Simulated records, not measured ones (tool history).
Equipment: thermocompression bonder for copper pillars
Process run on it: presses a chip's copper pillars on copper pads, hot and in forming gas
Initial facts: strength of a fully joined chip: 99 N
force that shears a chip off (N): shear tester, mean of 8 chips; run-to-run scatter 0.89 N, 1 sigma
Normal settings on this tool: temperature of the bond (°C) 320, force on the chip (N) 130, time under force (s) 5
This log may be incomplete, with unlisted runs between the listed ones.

| run | hour | temperature of the bond (°C) | force on the chip (N) | time under force (s) | force that shears a chip off (N) |
|---|---|---|---|---|---|
| 1 | 0 | 320 | 130 | 5 | 71.9 |
| 2 | 28.1 | 320 | 130 | 5 | 70.5 |
| 3 | 53.4 | 320 | 130 | 5 | 72 |
| 4 | 85 | 320 | 130 | 5 | 71.2 |
| 5 | 119.8 | 320 | 130 | 5 | 71.5 |
|  | 131.4 | forming gas filter changed |
| 6 | 159 | 320 | 130 | 5 | 71.8 |
| 7 | 195.4 | 320 | 130 | 5 | 72.7 |
| 8 | 234.1 | 320 | 110 | 5 | 66.3 |
| 9 | 254.4 | 320 | 130 | 8 | 79.5 |
| 10 | 287.5 | 320 | 130 | 5 | 71.7 |
| 11 | 306.9 | 320 | 130 | 5 | 71.6 |
| 12 | 336.9 | 320 | 130 | 14 | 86.7 |
| 13 | 368.7 | 320 | 130 | 14 | 86.4 |
| 14 | 389.9 | 320 | 130 | 8 | 77.1 |
| 15 | 405.8 | 296 | 130 | 5 | 57.3 |
| 16 | 424.4 | 296 | 130 | 5 | 55.7 |
| 17 | 448.5 | 320 | 99 | 10 | 73.7 |
| 18 | 479.9 | 346 | 99 | 11 | 86.8 |
| 19 | 508 | 312 | 130 | 5 | 64.4 |
| 20 | 526.4 | 343 | 155 | 3 | 77.9 |
| 21 | 550.6 | 343 | 155 | 3 | 76.6 |
| 22 | 588.3 | 307 | 172 | 4 | 65.6 |
| 23 | 610.2 | 334 | 130 | 6 | 78.6 |
| 24 | 631.9 | 306 | 128 | 3 | 51.3 |
|  | 653.2 | forming gas filter changed |
| 25 | 667.4 | 306 | 128 | 3 | 52.5 |
| 26 | 705.4 | 306 | 128 | 3 | 52.2 |
|  | 722.6 | heater calibrated with a thermocouple chip |
| 27 | 731.1 | 345 | 159 | 11 | 95.1 |
| 28 | 747.5 | 345 | 159 | 11 | 94.3 |
| 29 | 780.2 | 323 | 82 | 6 | 66.5 |
| 30 | 816.7 | 297 | 82 | 3 | 39.8 |
| 31 | 843.2 | 297 | 82 | 3 | 40 |
| 32 | 876.7 | 297 | 82 | 3 | 39.6 |

Some steps in force that shears a chip off (N), run to run, broken into two amounts with sign: the step expected even without the hidden condition (settings, incoming material, random variation), and the rest, left for the hidden condition together with whatever gauge scatter is not in both the measured and the hidden-condition-free result:
Unlogged tool condition in this case: true temperature of the bond over the reading, C; force that reaches the chip, % of what is set; oxide that the forming gas leaves, % of the face; drift of the gauge itself on shear_n, %.
Run 5 -> 6: forming gas filter changed. force that shears a chip off (N) +0.3: hidden state +1.7, all else -1.4.
Run 23 -> 24: temperature of the bond (°C) 334 -> 306, force on the chip (N) 130 -> 128, time under force (s) 6 -> 3. force that shears a chip off (N) -27.3: hidden state -0.2, all else -27.1.
Run 26 -> 27: temperature of the bond (°C) 306 -> 345, force on the chip (N) 128 -> 159, time under force (s) 3 -> 11, heater calibrated with a thermocouple chip. force that shears a chip off (N) +42.9: hidden state +3.8, all else +39.1.
Run 28 -> 29: temperature of the bond (°C) 345 -> 323, force on the chip (N) 159 -> 82, time under force (s) 11 -> 6. force that shears a chip off (N) -27.8: hidden state +1.7, all else -29.5.

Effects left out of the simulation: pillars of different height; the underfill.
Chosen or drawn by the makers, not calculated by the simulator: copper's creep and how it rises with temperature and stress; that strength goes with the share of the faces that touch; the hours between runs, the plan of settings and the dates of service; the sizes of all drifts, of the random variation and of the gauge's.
